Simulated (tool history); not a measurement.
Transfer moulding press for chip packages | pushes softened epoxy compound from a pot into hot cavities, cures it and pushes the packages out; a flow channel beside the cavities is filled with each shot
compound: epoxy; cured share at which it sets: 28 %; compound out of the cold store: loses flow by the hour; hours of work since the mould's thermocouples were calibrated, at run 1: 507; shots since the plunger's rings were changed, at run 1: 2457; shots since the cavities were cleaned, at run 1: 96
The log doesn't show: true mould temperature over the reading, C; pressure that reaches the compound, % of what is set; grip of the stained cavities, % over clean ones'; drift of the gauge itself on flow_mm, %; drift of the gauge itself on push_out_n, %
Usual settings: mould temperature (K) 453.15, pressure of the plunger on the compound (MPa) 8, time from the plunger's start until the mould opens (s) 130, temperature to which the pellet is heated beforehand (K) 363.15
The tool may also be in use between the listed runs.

| run | day | mould temperature (K) | pressure of the plunger on the compound (MPa) | time from the plunger's start until the mould opens (s) | temperature to which the pellet is heated beforehand (K) | hours of work since the mould's thermocouples were calibrated | shots since the plunger's rings were changed | shots since the cavities were cleaned | incoming compound's hours out of the cold store | length that the compound runs in the flow channel (mm) | greatest force on the pins that push the packages out (N) |
|---|---|---|---|---|---|---|---|---|---|---|---|
| 1 | 0 | 453.15 | 8 | 130 | 363.15 | 507 | 2457 | 96 | 29.3 | 763 | 349 |
| 2 | 1.592 | 453.15 | 8 | 130 | 363.15 | 523 | 2677 | 316 | 35.5 | 727 | 397 |
| 3 | 2.588 | 453.15 | 8 | 130 | 363.15 | 533 | 2814 | 453 | 21.2 | 776 | 421 |
| 4 | 3.496 | 453.15 | 8 | 130 | 363.15 | 542 | 2940 | 579 | 28 | 749 | 445 |
| 5 | 4.883 | 453.15 | 8 | 130 | 371.15 | 556 | 3132 | 771 | 34 | 735 | 468 |
| 6 | 5.567 | 453.15 | 8 | 130 | 371.15 | 563 | 3226 | 865 | 13.1 | 803 | 461 |
|  | 6.829 | cavities cleaned with cleaning compound and waxed |
| 7 | 6.829 | 453.15 | 8 | 130 | 371.15 | 576 | 3392 | 0 | 33.8 | 724 | 348 |
| 8 | 7.492 | 450.15 | 8 | 130 | 363.15 | 582 | 3483 | 91 | 8.6 | 820 | 399 |
| 9 | 9.058 | 453.15 | 8 | 147 | 363.15 | 598 | 3700 | 308 | 35.3 | 715 | 376 |
| 10 | 10.138 | 453.15 | 8 | 147 | 363.15 | 609 | 3849 | 457 | 8.1 | 813 | 408 |
| 11 | 11.288 | 453.15 | 8 | 147 | 363.15 | 621 | 4008 | 616 | 20 | 763 | 449 |
| 12 | 12.558 | 453.15 | 8 | 147 | 363.15 | 634 | 4183 | 791 | 38.1 | 699 | 456 |
| 13 | 14.079 | 453.15 | 7.76 | 130 | 363.15 | 649 | 4394 | 1002 | 23 | 738 | 500 |
|  | 14.362 | cavities cleaned with cleaning compound and waxed |
| 14 | 15.296 | 453.15 | 7.1 | 130 | 363.15 | 661 | 4553 | 129 | 38.6 | 662 | 365 |
| 15 | 15.979 | 449.15 | 8 | 130 | 358.15 | 668 | 4648 | 224 | 14.3 | 804 | 463 |
| 16 | 17.192 | 449.15 | 8 | 130 | 358.15 | 680 | 4815 | 391 | 30 | 745 | 471 |
| 17 | 18.35 | 449.15 | 8 | 130 | 358.15 | 692 | 4975 | 551 | 30.6 | 741 | 496 |
| 18 | 19.204 | 449.15 | 8 | 130 | 358.15 | 701 | 5094 | 670 | 22.3 | 755 | 512 |
|  | 20.396 | plunger's sealing rings changed |
| 19 | 20.662 | 459.15 | 6.43 | 141 | 363.15 | 715 | 36 | 856 | 10 | 752 | 449 |
| 20 | 21.688 | 459.15 | 6.43 | 146 | 368.15 | 725 | 178 | 998 | 30.1 | 680 | 471 |
|  | 21.954 | cavities cleaned with cleaning compound and waxed |
| 21 | 23.112 | 458.15 | 7.02 | 142 | 364.15 | 739 | 366 | 160 | 30.9 | 706 | 354 |
| 22 | 24.546 | 458.15 | 7.16 | 148 | 355.15 | 754 | 564 | 358 | 47.4 | 673 | 401 |
| 23 | 25.429 | 456.15 | 6.61 | 132 | 370.15 | 763 | 686 | 480 | 33.9 | 677 | 407 |
| 24 | 26.633 | 454.15 | 9.84 | 144 | 358.15 | 775 | 853 | 647 | 46.3 | 805 | 443 |
| 25 | 27.617 | 452.15 | 8 | 138 | 372.15 | 785 | 989 | 783 | 20.1 | 815 | 455 |
| 26 | 28.988 | 452.15 | 8 | 138 | 372.15 | 799 | 1178 | 972 | 41.5 | 741 | 485 |
|  | 29.462 | cavities cleaned with cleaning compound and waxed |
| 27 | 30.046 | 450.15 | 7.35 | 119 | 365.15 | 809 | 1316 | 81 | 15.9 | 806 | 444 |
| 28 | 31.475 | 450.15 | 8 | 130 | 363.15 | 824 | 1513 | 278 | 28 | 797 | 433 |

4 ways to go on from here, each from the tool as it stands after run 28. What would each give?
| A | 32.971 | 450.15 | 8 | 130 | 355.15 | 839 | 1720 | 485 | 25.2 | ? | ? |
| B | 32.971 | 450.15 | 8 | 130 | 366.15 | 839 | 1720 | 485 | 26.7 | ? | ? |
| C | 32.971 | 453.15 | 8 | 149 | 370.15 | 839 | 1720 | 485 | 9.6 | ? | ? |
| D | 32.971 | 450.15 | 6.02 | 130 | 363.15 | 839 | 1720 | 485 | 34.2 | ? | ? |

| run | length that the compound runs in the flow channel (mm) | greatest force on the pins that push the packages out (N) |
|---|---|---|
| A | 791 | 480 |
| B | 789 | 484 |
| C | 825 | 431 |
| D | 661 | 475 |
Without the tool's hidden state the same runs would have given:
| run | length that the compound runs in the flow channel (mm) | greatest force on the pins that push the packages out (N) |
|---|---|---|
| A | 809 | 348 |
| B | 807 | 354 |
| C | 844 | 324 |
| D | 676 | 344 |

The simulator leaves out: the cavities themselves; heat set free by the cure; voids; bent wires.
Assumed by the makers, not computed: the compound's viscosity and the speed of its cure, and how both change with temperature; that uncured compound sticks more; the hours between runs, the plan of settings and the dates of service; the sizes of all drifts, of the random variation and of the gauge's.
